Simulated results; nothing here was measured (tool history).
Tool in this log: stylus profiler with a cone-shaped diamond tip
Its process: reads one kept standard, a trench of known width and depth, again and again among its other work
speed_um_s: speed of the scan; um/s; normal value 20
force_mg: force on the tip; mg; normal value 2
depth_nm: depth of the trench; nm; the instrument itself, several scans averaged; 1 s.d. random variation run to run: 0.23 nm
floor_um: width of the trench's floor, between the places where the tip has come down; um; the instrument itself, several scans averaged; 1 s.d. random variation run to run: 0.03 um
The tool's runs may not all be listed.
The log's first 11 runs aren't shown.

| run | hour | speed_um_s | force_mg | scans with this tip | hours of work since the height scale was calibrated | depth_nm | floor_um |
|---|---|---|---|---|---|---|---|
| 12 | 159.3 | 20 | 2 | 2605 | 213 | 1010.54 | 25.41 |
| 13 | 174.1 | 20 | 2 | 2688 | 219 | 1010.66 | 25.36 |
| 14 | 189.8 | 20 | 2 | 2775 | 226 | 1010.73 | 25.38 |
| 15 | 200.9 | 20 | 2 | 2837 | 231 | 1010.23 | 25.35 |
| 16 | 213.9 | 20 | 2 | 2909 | 237 | 1010.37 | 25.39 |
| 17 | 224.3 | 20 | 2 | 2967 | 242 | 1010.27 | 25.37 |
| 18 | 235.6 | 20 | 2 | 3029 | 247 | 1010.08 | 25.37 |
| 19 | 254.2 | 20 | 1.37 | 3133 | 256 | 1007.7 | 25.27 |
| 20 | 267.9 | 20 | 1.37 | 3209 | 262 | 1007.59 | 25.27 |
| 21 | 286.4 | 20 | 1.41 | 3311 | 270 | 1007.87 | 25.27 |
| 22 | 300.6 | 20 | 1.41 | 3390 | 277 | 1008.21 | 25.2 |
| 23 | 313.9 | 20 | 1.41 | 3464 | 283 | 1007.94 | 25.3 |
| 24 | 332.5 | 55 | 1.41 | 3568 | 291 | 1007.64 | 25.04 |
| 25 | 342.5 | 6 | 1.54 | 3623 | 296 | 1008.07 | 25.29 |
| 26 | 351.6 | 64 | 1.54 | 3674 | 300 | 1008.49 | 25.01 |
| 27 | 371.8 | 64 | 1.54 | 3786 | 309 | 1007.83 | 24.92 |
| 28 | 387.1 | 64 | 1.54 | 3871 | 316 | 1008.55 | 24.88 |
| 29 | 402.6 | 37 | 2.19 | 3957 | 323 | 1010.83 | 25.08 |
| 30 | 419.1 | 10 | 3.49 | 4049 | 330 | 1014.76 | 25.19 |
| 31 | 438.5 | 62 | 3.49 | 4157 | 339 | 1015.08 | 25 |
|  | 440.9 | height scale calibrated on a step standard |
| 32 | 456.9 | 19 | 1 | 4256 | 7 | 1004.88 | 25.07 |
| 33 | 473.1 | 20 | 1.76 | 4346 | 15 | 1008.4 | 25.1 |

What does the tool deliver on the next run?
|  | 481.7 | height scale calibrated on a step standard, once more |
| 34 | 485.4 | 29 | 0.8 | 4412 | 2 | ? | ? |

depth_nm: 1006.56 nm
floor_um: 24.94 um
Had the tool carried no hidden state, the very same run would have given depth_nm 1006.48 nm, floor_um 25.8 um.

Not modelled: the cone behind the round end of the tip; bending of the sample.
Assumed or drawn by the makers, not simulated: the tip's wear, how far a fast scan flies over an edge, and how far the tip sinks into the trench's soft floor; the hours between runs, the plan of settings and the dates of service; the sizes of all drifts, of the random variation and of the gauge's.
